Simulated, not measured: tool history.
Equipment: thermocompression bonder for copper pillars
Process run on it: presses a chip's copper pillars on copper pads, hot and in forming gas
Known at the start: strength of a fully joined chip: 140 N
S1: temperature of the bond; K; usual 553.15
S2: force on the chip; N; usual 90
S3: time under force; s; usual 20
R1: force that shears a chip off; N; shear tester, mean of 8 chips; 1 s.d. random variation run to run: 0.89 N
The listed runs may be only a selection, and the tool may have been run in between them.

| run | day | S1 | S2 | S3 | R1 |
|---|---|---|---|---|---|
| 1 | 0 | 553.15 | 90 | 20 | 72.5 |
| 2 | 0.258 | 553.15 | 90 | 14 | 64.2 |
| 3 | 0.517 | 553.15 | 90 | 14 | 65.5 |
| 4 | 0.992 | 571.15 | 90 | 14 | 80.2 |
| 5 | 1.288 | 568.15 | 90 | 20 | 87.8 |
| 6 | 1.571 | 568.15 | 90 | 20 | 88.7 |
| 7 | 2.058 | 569.15 | 90 | 28 | 98.5 |
| 8 | 2.296 | 569.15 | 90 | 28 | 96.5 |
| 9 | 2.671 | 569.15 | 90 | 28 | 96.4 |
| 10 | 3.033 | 569.15 | 90 | 28 | 97.5 |
| 11 | 3.3 | 533.15 | 76 | 20 | 48.1 |
| 12 | 3.733 | 582.15 | 103 | 50 | 125.9 |

Alternative continuations, all from the tool just after run 12; predict every row:
| A | 4.062 | 551.15 | 90 | 20 | ? |
| B | 4.062 | 528.15 | 104 | 48 | ? |
| C | 4.062 | 555.15 | 99 | 12 | ? |
| D | 4.062 | 579.15 | 106 | 50 | ? |
| E | 4.062 | 582.15 | 62 | 50 | ? |

| run | R1 |
|---|---|
| A | 70.1 |
| B | 79 |
| C | 68.3 |
| D | 125.4 |
| E | 99.3 |
Without the tool's hidden state the same runs would have given:
| run | R1 |
|---|---|
| A | 70.3 |
| B | 79.2 |
| C | 68.5 |
| D | 125.6 |
| E | 99.5 |

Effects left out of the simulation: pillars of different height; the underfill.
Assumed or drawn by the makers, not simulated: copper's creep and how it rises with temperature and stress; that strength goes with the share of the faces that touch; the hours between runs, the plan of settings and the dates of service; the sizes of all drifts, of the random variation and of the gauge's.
